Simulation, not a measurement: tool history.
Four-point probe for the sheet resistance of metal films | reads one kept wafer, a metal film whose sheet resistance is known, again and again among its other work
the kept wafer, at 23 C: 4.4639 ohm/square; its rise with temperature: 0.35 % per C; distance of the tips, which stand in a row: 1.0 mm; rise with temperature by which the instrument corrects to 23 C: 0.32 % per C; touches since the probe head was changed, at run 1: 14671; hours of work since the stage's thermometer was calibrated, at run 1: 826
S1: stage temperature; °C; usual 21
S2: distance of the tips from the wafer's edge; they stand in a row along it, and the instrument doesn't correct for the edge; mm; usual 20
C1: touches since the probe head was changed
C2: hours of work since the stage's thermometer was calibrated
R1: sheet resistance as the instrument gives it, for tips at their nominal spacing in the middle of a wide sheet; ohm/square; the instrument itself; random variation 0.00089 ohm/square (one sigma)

{"run": 1, "hour": 0.0, "S1": 21, "S2": 20, "C1": 14671, "C2": 826, "R1": 4.460895}
{"run": 2, "hour": 35.3, "S1": 21, "S2": 20, "C1": 16175, "C2": 847, "R1": 4.462944}
{"run": 3, "hour": 72.7, "S1": 21, "S2": 20, "C1": 17768, "C2": 869, "R1": 4.462605}
{"run": 4, "hour": 104.5, "S1": 21, "S2": 20, "C1": 19121, "C2": 887, "R1": 4.462609}
{"run": 5, "hour": 139.0, "S1": 21, "S2": 20, "C1": 20593, "C2": 907, "R1": 4.463199}
{"run": 6, "hour": 173.3, "S1": 21, "S2": 20, "C1": 22051, "C2": 927, "R1": 4.463397}
{"run": 7, "hour": 196.5, "S1": 21, "S2": 20, "C1": 23041, "C2": 940, "R1": 4.46164}
{"run": 8, "hour": 223.0, "S1": 21, "S2": 20, "C1": 24170, "C2": 956, "R1": 4.46416}
{"run": 9, "hour": 244.0, "S1": 21, "S2": 20, "C1": 25065, "C2": 968, "R1": 4.462694}
{"run": 10, "hour": 270.1, "S1": 21, "S2": 20, "C1": 26178, "C2": 983, "R1": 4.464631}
{"run": 11, "hour": 292.9, "S1": 21, "S2": 20, "C1": 27147, "C2": 996, "R1": 4.464862}
{"run": 12, "hour": 330.6, "S1": 21, "S2": 20, "C1": 28755, "C2": 1018, "R1": 4.464612}
{"run": 13, "hour": 367.4, "S1": 21, "S2": 20, "C1": 30324, "C2": 1040, "R1": 4.465632}
{"run": 14, "hour": 408.4, "S1": 34, "S2": 35, "C1": 32069, "C2": 1064, "R1": 4.477519}
{"run": 15, "hour": 427.3, "S1": 34, "S2": 35, "C1": 32872, "C2": 1074, "R1": 4.476125}
{"run": 16, "hour": 456.0, "S1": 24, "S2": 8, "C1": 34095, "C2": 1091, "R1": 4.500449}
{"hour": 458.4, "done": "stage's thermometer calibrated"}
{"run": 17, "hour": 495.6, "S1": 24, "S2": 61, "C1": 35764, "C2": 22, "R1": 4.463723}
{"run": 18, "hour": 533.2, "S1": 25, "S2": 12, "C1": 37364, "C2": 43, "R1": 4.482125}
{"run": 19, "hour": 562.6, "S1": 23, "S2": 9, "C1": 38618, "C2": 61, "R1": 4.493937}
{"run": 20, "hour": 600.3, "S1": 23, "S2": 9, "C1": 40221, "C2": 82, "R1": 4.49305}
{"run": 21, "hour": 636.2, "S1": 23, "S2": 9, "C1": 41754, "C2": 103, "R1": 4.495152}
{"run": 22, "hour": 665.1, "S1": 23, "S2": 9, "C1": 42984, "C2": 120, "R1": 4.4935}
{"run": 23, "hour": 704.3, "S1": 23, "S2": 9, "C1": 44651, "C2": 143, "R1": 4.493162}

Hidden state or all else? Some run-to-run changes of R1, split into what the settings, what came in and random variation would give without the hidden state, and what is left for the hidden state (with any gauge scatter that isn't in both results):
The hidden state here: inner tips' distance over the nominal, %; tips' flats over new ones', %; wafer's true temperature over the reading, C; drift of the gauge itself on sheet_ohm, %.
Run 13 -> 14: S1 21 -> 34, S2 20 -> 35. R1 +0.011887 ohm/square: hidden state +0.000560, all else +0.011327.
Run 15 -> 16: S1 34 -> 24, S2 35 -> 8. R1 +0.024324 ohm/square: hidden state +0.000205, all else +0.024119.
Run 16 -> 17: S2 8 -> 61, stage's thermometer calibrated. R1 -0.036726 ohm/square: hidden state +0.000083, all else -0.036809.
Run 17 -> 18: S1 24 -> 25, S2 61 -> 12. R1 +0.018402 ohm/square: hidden state +0.000484, all else +0.017918.
